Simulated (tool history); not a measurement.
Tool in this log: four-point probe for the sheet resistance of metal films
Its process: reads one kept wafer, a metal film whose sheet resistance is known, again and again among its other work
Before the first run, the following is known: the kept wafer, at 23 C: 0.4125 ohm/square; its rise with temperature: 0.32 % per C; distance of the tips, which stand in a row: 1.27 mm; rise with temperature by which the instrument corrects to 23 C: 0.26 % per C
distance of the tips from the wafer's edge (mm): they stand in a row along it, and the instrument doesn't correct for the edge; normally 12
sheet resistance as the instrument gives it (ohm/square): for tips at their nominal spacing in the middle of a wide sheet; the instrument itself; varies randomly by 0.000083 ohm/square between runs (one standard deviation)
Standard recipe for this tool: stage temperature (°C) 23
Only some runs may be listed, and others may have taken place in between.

run,hour,stage temperature (°C),distance of the tips from the wafer's edge (mm),sheet resistance as the instrument gives it (ohm/square)
1,0,23,12,0.414932
2,52.1,23,12,0.415069
3,130.5,23,12,0.415069
4,204.5,19,12,0.413942
5,266.6,19,12,0.413883
6,343.6,19,12,0.41398
7,387.5,23,4,0.433779
8,465.4,23,14,0.4143
9,534.2,23,14,0.414267
10,575.8,23,14,0.414381
11,614.9,23,14,0.414441
12,684.4,23,12,0.415098
13,736.4,23,12,0.414759
14,786.4,23,12,0.415153
15,819.8,23,12,0.415062
16,896.6,23,12,0.414942
17,954.8,26,12,0.415824
18,1009.4,26,12,0.415636
19,1082.8,26,12,0.415809
20,1144.1,19,12,0.414016
21,1203.9,19,12,0.413937
22,1252.1,25,12,0.415411
23,1332.4,24,12,0.415199
24,1376.7,19,19,0.412379
25,1450.2,19,19,0.412408
26,1527.8,34,9,0.419755
27,1599.8,29,21,0.414755
28,1664.6,19,12,0.4139
29,1710.8,31,21,0.415291
30,1763.4,31,21,0.415195
31,1808.4,31,21,0.415313
32,1861.3,29,34,0.414256
33,1918.6,20,34,0.412262
34,1984.3,34,13,0.417495
35,2023.9,34,13,0.417365
36,2082.5,34,4,0.436524
37,2134.6,34,4,0.436537
38,2184.1,19,58,0.411683
39,2235.6,21,7,0.419173
40,2293.2,22,33,0.412447
41,2342.7,21,43,0.412159
42,2378.7,21,43,0.412502
43,2436.1,20,42,0.411765
44,2511.5,20,42,0.411898
45,2570.1,22,8,0.417641

Predict each of these 4 candidate next runs independently; none follows another, all start after run 45:
A,2636.8,34,27,?
B,2636.8,23,28,?
C,2636.8,18,29,?
D,2636.8,19,6,?

run,sheet resistance as the instrument gives it (ohm/square)
A,0.41588
B,0.413019
C,0.411851
D,0.421143
Without the tool's hidden state the same runs would have given:
run,sheet resistance as the instrument gives it (ohm/square)
A,0.415862
B,0.413001
C,0.411833
D,0.421125

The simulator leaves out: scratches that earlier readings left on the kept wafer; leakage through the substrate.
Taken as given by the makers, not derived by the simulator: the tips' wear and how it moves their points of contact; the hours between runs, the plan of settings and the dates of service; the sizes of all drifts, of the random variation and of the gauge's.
